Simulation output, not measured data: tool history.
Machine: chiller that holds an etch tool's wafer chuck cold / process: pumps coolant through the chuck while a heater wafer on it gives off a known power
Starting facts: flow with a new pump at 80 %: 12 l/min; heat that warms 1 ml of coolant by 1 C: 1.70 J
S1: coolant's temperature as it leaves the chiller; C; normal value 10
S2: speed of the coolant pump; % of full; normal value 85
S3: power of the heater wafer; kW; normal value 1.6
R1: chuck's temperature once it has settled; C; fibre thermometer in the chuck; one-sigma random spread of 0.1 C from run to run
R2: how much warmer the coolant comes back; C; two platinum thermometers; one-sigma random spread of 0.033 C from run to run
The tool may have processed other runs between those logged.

run     day  S1  S2     S3    R1    R2
  1       0  10  85    1.6  20.2  4.46
  2   0.771  10  85    1.6  20.3  4.44
  3   2.146  10  85    1.6  20.2  4.38
  4   3.033  10  85    1.6  20.2  4.44
  5   4.004  10  85    1.6  20.3  4.44
  6     5.5  10  85    1.6  20.4   4.5
  7   6.892  10  85    1.6  20.3  4.37
  8   8.396  10  85  0.917    16  2.59
       8.75  -- coolant pump overhauled
  9   9.533  10  85  0.917  16.1  2.49
 10  11.021   6  73  0.917  12.5  3.07
     11.667  -- coolant pump overhauled, once more
 11  12.708   6  73  0.917  12.5     3
 12  14.129  10  71   1.99  24.4  6.69
 13  15.688  10  71   1.84  23.3  6.19
 14  17.238  10  71  1.137  18.3  3.86
 15  18.792  10  71  1.137  18.3  3.81
 16  19.958  10  71  1.137  18.4  3.87
 17  21.404  10  60    1.6  23.2  6.52
 18  22.942  10  60  2.308  28.9  9.34

Here are 4 independent what-if runs from the current tool condition. What would each one return?
  A  24.054   9  96  1.979   ?   ?
  B  24.054  20  83  1.224   ?   ?
  C  24.054  10  60  1.326   ?   ?
  D  24.054   3  91  1.206   ?   ?

run    R1    R2
  A  20.9  4.86
  B  28.1  3.42
  C  20.9  5.39
  D  10.5  3.08
With no hidden state in the tool, these same runs would have given:
run    R1    R2
  A  20.2  4.83
  B  27.6   3.4
  C  20.2  5.35
  D    10  3.06
